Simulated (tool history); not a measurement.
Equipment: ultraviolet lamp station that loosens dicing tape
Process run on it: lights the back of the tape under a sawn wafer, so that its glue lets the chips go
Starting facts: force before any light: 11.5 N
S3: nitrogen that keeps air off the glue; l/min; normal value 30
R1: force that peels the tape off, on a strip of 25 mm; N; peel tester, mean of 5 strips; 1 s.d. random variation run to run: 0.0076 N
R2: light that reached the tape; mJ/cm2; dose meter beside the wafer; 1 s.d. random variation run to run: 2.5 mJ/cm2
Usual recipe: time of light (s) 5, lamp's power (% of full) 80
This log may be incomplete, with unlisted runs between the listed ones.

Run 1, day 0.000: usual settings. Result: R1 0.446 N, R2 244 mJ/cm2.
Run 2, day 0.338: usual settings. Result: R1 0.456 N, R2 242 mJ/cm2.
Run 3, day 0.938: usual settings. Result: R1 0.466 N, R2 240 mJ/cm2.
Run 4, day 1.542: usual settings. Result: R1 0.476 N, R2 242 mJ/cm2.
Run 5, day 2.196: usual settings but time of light (s) 7. Result: R1 0.177 N, R2 340 mJ/cm2.
Run 6, day 2.804: usual settings but S3 32 l/min. Result: R1 0.455 N, R2 238 mJ/cm2.
Run 7, day 3.304: usual settings but time of light (s) 2. Result: R1 3.111 N, R2 95 mJ/cm2.
Run 8, day 3.892: usual settings but time of light (s) 2. Result: R1 3.036 N, R2 94 mJ/cm2.
Run 9, day 4.512: usual settings but time of light (s) 2. Result: R1 3.166 N, R2 94 mJ/cm2.
At day 4.842: window cleaned of glue's vapour.
Run 10, day 5.233: usual settings but lamp's power (% of full) 66. Result: R1 0.566 N, R2 233 mJ/cm2.
Run 11, day 5.900: usual settings but lamp's power (% of full) 66. Result: R1 0.577 N, R2 227 mJ/cm2.
Run 12, day 6.396: usual settings but lamp's power (% of full) 66. Result: R1 0.568 N, R2 225 mJ/cm2.
Run 13, day 6.888: usual settings. Result: R1 0.328 N, R2 268 mJ/cm2.
Run 14, day 7.454: usual settings. Result: R1 0.328 N, R2 270 mJ/cm2.
Run 15, day 7.925: usual settings but S3 14 l/min. Result: R1 0.608 N, R2 269 mJ/cm2.
Run 16, day 8.538: usual settings but S3 14 l/min. Result: R1 0.636 N, R2 266 mJ/cm2.
Run 17, day 9.092: usual settings but S3 14 l/min. Result: R1 0.640 N, R2 268 mJ/cm2.
Run 18, day 9.738: usual settings but S3 18 l/min. Result: R1 0.537 N, R2 266 mJ/cm2.
Run 19, day 10.358: usual settings but S3 53 l/min. Result: R1 0.250 N, R2 265 mJ/cm2.
Run 20, day 11.008: usual settings but S3 53 l/min. Result: R1 0.264 N, R2 259 mJ/cm2.
Run 21, day 11.479: usual settings but S3 53 l/min. Result: R1 0.255 N, R2 258 mJ/cm2.
Run 22, day 12.117: usual settings. Result: R1 0.389 N, R2 260 mJ/cm2.
Run 23, day 12.767: usual settings but time of light (s) 6, S3 55 l/min. Result: R1 0.145 N, R2 308 mJ/cm2.
Run 24, day 13.342: usual settings but S3 56 l/min. Result: R1 0.253 N, R2 254 mJ/cm2.
Run 25, day 13.921: usual settings but time of light (s) 4, S3 29 l/min. Result: R1 0.756 N, R2 205 mJ/cm2.
Run 26, day 14.438: usual settings but time of light (s) 9, lamp's power (% of full) 89, S3 33 l/min. Result: R1 0.061 N, R2 513 mJ/cm2.
Run 27, day 14.958: usual settings but time of light (s) 3, lamp's power (% of full) 61, S3 9 l/min. Result: R1 3.754 N, R2 116 mJ/cm2.
Run 28, day 15.425: usual settings but lamp's power (% of full) 91, S3 13 l/min. Result: R1 0.533 N, R2 288 mJ/cm2.
Run 29, day 15.908: usual settings but lamp's power (% of full) 91, S3 13 l/min. Result: R1 0.561 N, R2 287 mJ/cm2.
Run 30, day 16.500: usual settings but S3 33 l/min. Result: R1 0.394 N, R2 250 mJ/cm2.
Run 31, day 17.062: usual settings but time of light (s) 4. Result: R1 0.810 N, R2 196 mJ/cm2.
Run 32, day 17.646: usual settings but time of light (s) 3, lamp's power (% of full) 66, S3 26 l/min. Result: R1 2.278 N, R2 122 mJ/cm2.
Run 33, day 18.212: usual settings but time of light (s) 4, lamp's power (% of full) 66, S3 44 l/min. Result: R1 1.100 N, R2 161 mJ/cm2.
Run 34, day 18.638: usual settings but time of light (s) 2, lamp's power (% of full) 66, S3 44 l/min. Result: R1 3.436 N, R2 82 mJ/cm2.
Run 35, day 19.088: usual settings but time of light (s) 2, lamp's power (% of full) 66, S3 44 l/min. Result: R1 3.479 N, R2 81 mJ/cm2.
Run 36, day 19.475: usual settings but time of light (s) 7, lamp's power (% of full) 66, S3 11 l/min. Result: R1 0.662 N, R2 283 mJ/cm2.
Run 37, day 20.021: usual settings but time of light (s) 7, lamp's power (% of full) 66, S3 11 l/min. Result: R1 0.678 N, R2 281 mJ/cm2.
Run 38, day 20.346: usual settings but lamp's power (% of full) 65. Result: R1 0.816 N, R2 196 mJ/cm2.
Run 39, day 21.017: usual settings but time of light (s) 2, lamp's power (% of full) 65. Result: R1 3.818 N, R2 78 mJ/cm2.
Run 40, day 21.621: usual settings but time of light (s) 3, lamp's power (% of full) 70, S3 33 l/min. Result: R1 2.017 N, R2 127 mJ/cm2.
Run 41, day 22.008: usual settings but time of light (s) 10, lamp's power (% of full) 81, S3 18 l/min. Result: R1 0.090 N, R2 486 mJ/cm2.
Run 42, day 22.421: usual settings but lamp's power (% of full) 65. Result: R1 0.830 N, R2 195 mJ/cm2.
Run 43, day 22.946: usual settings but lamp's power (% of full) 65. Result: R1 0.857 N, R2 193 mJ/cm2.
Run 44, day 23.462: usual settings but time of light (s) 3. Result: R1 1.682 N, R2 139 mJ/cm2.

What if the next run were any one of these 3? Each begins from the tool's condition after run 44:
Run A, day 23.750: usual settings but lamp's power (% of full) 63. Result: R1 ?, R2 ?.
Run B, day 23.750: usual settings but time of light (s) 3, lamp's power (% of full) 94, S3 25 l/min. Result: R1 ?, R2 ?.
Run C, day 23.750: usual settings but time of light (s) 3, S3 9 l/min. Result: R1 ?, R2 ?.

run     R1   R2
  A  0.955  188
  B  1.352  163
  C  2.904  144
The same runs, with their run-to-run variation unchanged, on a tool lacking any hidden condition would have given:
run     R1   R2
  A  0.581  227
  B  0.878  198
  C  2.187  174
